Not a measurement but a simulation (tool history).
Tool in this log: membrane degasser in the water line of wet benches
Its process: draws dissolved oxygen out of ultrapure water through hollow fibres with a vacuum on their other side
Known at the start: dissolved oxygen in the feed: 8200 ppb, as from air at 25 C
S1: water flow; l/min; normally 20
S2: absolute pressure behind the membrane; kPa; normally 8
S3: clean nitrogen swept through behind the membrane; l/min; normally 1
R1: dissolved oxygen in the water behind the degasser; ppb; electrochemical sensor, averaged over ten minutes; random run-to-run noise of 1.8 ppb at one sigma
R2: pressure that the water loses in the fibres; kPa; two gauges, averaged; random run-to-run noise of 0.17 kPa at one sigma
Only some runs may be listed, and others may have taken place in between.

run   hour  S1     S2    S3     R1     R2
  1      0  20      8     1  221.5  28.77
  2   27.3  20      8     1  225.4  28.92
  3   58.5  20  15.19     1    522  28.97
  4   87.6  32      8     1  354.2  45.93
  5  122.3  20      8     1  228.1  29.17
  6  172.1  20      8     1  225.6  28.66
  7  209.8  20      8     1  225.3  29.38
  8  242.5  20  13.76  2.76  191.5  28.92
  9  295.1  26  13.76  1.31    475  37.72
 10  323.8  27  18.59     1  853.1  38.94
 11  367.7  31   6.96     1  276.9  45.38
 12    403  20  12.18  2.07  214.9  28.99
 13  433.8  32  11.17  2.07  313.6  46.83

Forecast each of these 3 alternatives for the next run:
  A  460.3  32  11.17  0.99   ?   ?
  B  460.3  21   5.87  0.64   ?   ?
  C  460.3  16  11.17  1.15   ?   ?

run     R1     R2
  A  555.9  46.14
  B  199.7  30.25
  C  259.8  23.49
With no hidden state in the tool, these same runs would have given:
run     R1     R2
  A    547  45.35
  B  192.6  29.73
  C  254.5  23.09

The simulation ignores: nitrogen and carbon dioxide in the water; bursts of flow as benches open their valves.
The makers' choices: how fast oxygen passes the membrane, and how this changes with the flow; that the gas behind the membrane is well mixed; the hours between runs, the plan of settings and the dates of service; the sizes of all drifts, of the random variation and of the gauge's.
